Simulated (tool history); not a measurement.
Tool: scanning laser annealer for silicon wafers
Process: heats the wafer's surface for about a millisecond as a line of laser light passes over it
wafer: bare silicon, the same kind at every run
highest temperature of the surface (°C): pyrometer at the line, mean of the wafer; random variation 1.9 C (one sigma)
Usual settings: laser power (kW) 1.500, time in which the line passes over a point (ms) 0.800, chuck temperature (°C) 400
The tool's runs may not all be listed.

| run | day | laser power (kW) | time in which the line passes over a point (ms) | chuck temperature (°C) | highest temperature of the surface (°C) |
|---|---|---|---|---|---|
| 1 | 0.000 | 1.500 | 0.800 | 400 | 1113 |
| 2 | 0.975 | 1.500 | 0.800 | 380 | 1092 |
|  | 2.221 | window over the wafer cleaned |
| 3 | 2.321 | 1.500 | 0.800 | 380 | 1092 |
| 4 | 3.692 | 1.500 | 0.671 | 400 | 1060 |
| 5 | 4.667 | 1.500 | 0.671 | 400 | 1061 |
| 6 | 5.971 | 1.447 | 0.800 | 400 | 1086 |
| 7 | 7.292 | 1.500 | 0.800 | 400 | 1110 |
| 8 | 8.062 | 1.500 | 0.800 | 414 | 1123 |
| 9 | 8.867 | 1.500 | 0.800 | 427 | 1138 |
| 10 | 10.550 | 1.500 | 0.800 | 400 | 1112 |
| 11 | 11.562 | 1.500 | 0.800 | 400 | 1114 |
| 12 | 12.300 | 1.500 | 0.800 | 428 | 1142 |
| 13 | 13.646 | 1.500 | 0.800 | 400 | 1113 |

Run 14 comes next. What will it give?
| 14 | 14.450 | 1.405 | 0.800 | 400 | ? |

Run 14 gave highest temperature of the surface (°C) 1062.
Without the tool's hidden state the same run would have given highest temperature of the surface (°C) 1063.
